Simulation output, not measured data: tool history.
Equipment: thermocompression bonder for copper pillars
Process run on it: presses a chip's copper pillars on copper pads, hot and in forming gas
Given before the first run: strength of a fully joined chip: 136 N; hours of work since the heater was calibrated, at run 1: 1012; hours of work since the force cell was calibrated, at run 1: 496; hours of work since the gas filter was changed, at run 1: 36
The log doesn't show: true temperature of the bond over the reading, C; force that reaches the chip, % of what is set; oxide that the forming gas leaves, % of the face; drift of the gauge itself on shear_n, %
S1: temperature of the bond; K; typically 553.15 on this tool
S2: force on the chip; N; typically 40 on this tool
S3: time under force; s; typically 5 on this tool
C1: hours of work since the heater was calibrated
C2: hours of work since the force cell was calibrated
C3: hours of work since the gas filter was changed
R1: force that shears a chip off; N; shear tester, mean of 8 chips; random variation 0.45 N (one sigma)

run 1 hour=0 | S1=553.15 S2=40 S3=5 | C1=1012 C2=496 C3=36 | R1=51.4
run 2 hour=26.3 | S1=552.15 S2=40 S3=5 | C1=1029 C2=513 C3=53 | R1=49.9
run 3 hour=48.7 | S1=553.15 S2=40 S3=5 | C1=1043 C2=527 C3=67 | R1=50.5
run 4 hour=68.6 | S1=544.15 S2=40 S3=5 | C1=1056 C2=539 C3=79 | R1=43.2
run 5 hour=104.5 | S1=544.15 S2=40 S3=5 | C1=1079 C2=562 C3=102 | R1=44.3
run 6 hour=146.4 | S1=544.15 S2=40 S3=5 | C1=1105 C2=589 C3=129 | R1=42.5
run 7 hour=165.5 | S1=544.15 S2=40 S3=5 | C1=1118 C2=601 C3=141 | R1=42.1
run 8 hour=206.9 | S1=544.15 S2=40 S3=5 | C1=1144 C2=628 C3=168 | R1=41.7
-- hour=215.7 forming gas filter changed
run 9 hour=246.6 | S1=553.15 S2=40 S3=5 | C1=1169 C2=653 C3=20 | R1=51.1
run 10 hour=281.5 | S1=553.15 S2=40 S3=5 | C1=1191 C2=675 C3=42 | R1=50
run 11 hour=301.3 | S1=553.15 S2=40 S3=5 | C1=1204 C2=687 C3=54 | R1=49.4
run 12 hour=324.5 | S1=553.15 S2=40 S3=5 | C1=1219 C2=702 C3=69 | R1=50.3
run 13 hour=350.9 | S1=553.15 S2=40 S3=5 | C1=1235 C2=719 C3=86 | R1=50.3
run 14 hour=371.5 | S1=531.15 S2=40 S3=5 | C1=1248 C2=732 C3=99 | R1=34.7
run 15 hour=415.5 | S1=536.15 S2=54 S3=3 | C1=1276 C2=760 C3=127 | R1=35.7
run 16 hour=436.4 | S1=536.15 S2=54 S3=4 | C1=1290 C2=773 C3=141 | R1=39.7
run 17 hour=464 | S1=536.15 S2=34 S3=4 | C1=1307 C2=791 C3=158 | R1=30.4
-- hour=488.6 forming gas filter changed
run 18 hour=496.7 | S1=536.15 S2=34 S3=4 | C1=1328 C2=811 C3=5 | R1=32.5
-- hour=501.4 heater calibrated with a thermocouple chip
run 19 hour=522 | S1=553.15 S2=55 S3=5 | C1=13 C2=826 C3=20 | R1=65.4
run 20 hour=541.5 | S1=553.15 S2=29 S3=13 | C1=26 C2=839 C3=32 | R1=66.9
run 21 hour=565.2 | S1=531.15 S2=35 S3=5 | C1=41 C2=854 C3=48 | R1=35.6
run 22 hour=605.5 | S1=551.15 S2=37 S3=4 | C1=66 C2=879 C3=73 | R1=46.2
run 23 hour=627 | S1=551.15 S2=37 S3=12 | C1=80 C2=893 C3=87 | R1=69.6
-- hour=660 force cell calibrated
run 24 hour=667.4 | S1=551.15 S2=37 S3=12 | C1=105 C2=5 C3=112 | R1=67.3
run 25 hour=698.2 | S1=551.15 S2=37 S3=12 | C1=124 C2=24 C3=131 | R1=66
run 26 hour=728.2 | S1=551.15 S2=37 S3=12 | C1=143 C2=43 C3=150 | R1=64.8

What differs in the tool's unlogged condition from the final listed run ahead of each entry between runs to the first listed run following it?
In the gap between runs 8 and 9: forming gas filter changed (hour 215.7)
  true temperature of the bond over the reading, C: -4.7 -> -4.8; force that reaches the chip, % of what is set: 106.2 -> 106.4; oxide that the forming gas leaves, % of the face: 6.79 -> 1.38
  measured value less the no-hidden-state value, R1: -4.7 -> -2.5 N
In the gap between runs 17 and 18: forming gas filter changed (hour 488.6)
  force that reaches the chip, % of what is set: 107.7 -> 107.9; oxide that the forming gas leaves, % of the face: 6.59 -> 0.77
  measured value less the no-hidden-state value, R1: -3.7 -> -1.8 N
In the gap between runs 18 and 19: heater calibrated with a thermocouple chip (hour 501.4)
  true temperature of the bond over the reading, C: -5.4 -> 0.3; force that reaches the chip, % of what is set: 107.9 -> 108; oxide that the forming gas leaves, % of the face: 0.77 -> 1.31
  measured value less the no-hidden-state value, R1: -1.8 -> +2 N
In the gap between runs 23 and 24: force cell calibrated (hour 660)
  true temperature of the bond over the reading, C: 0.1 -> 0; force that reaches the chip, % of what is set: 108.6 -> 100.4; oxide that the forming gas leaves, % of the face: 3.88 -> 4.78
  measured value less the no-hidden-state value, R1: +0.2 -> -3 N

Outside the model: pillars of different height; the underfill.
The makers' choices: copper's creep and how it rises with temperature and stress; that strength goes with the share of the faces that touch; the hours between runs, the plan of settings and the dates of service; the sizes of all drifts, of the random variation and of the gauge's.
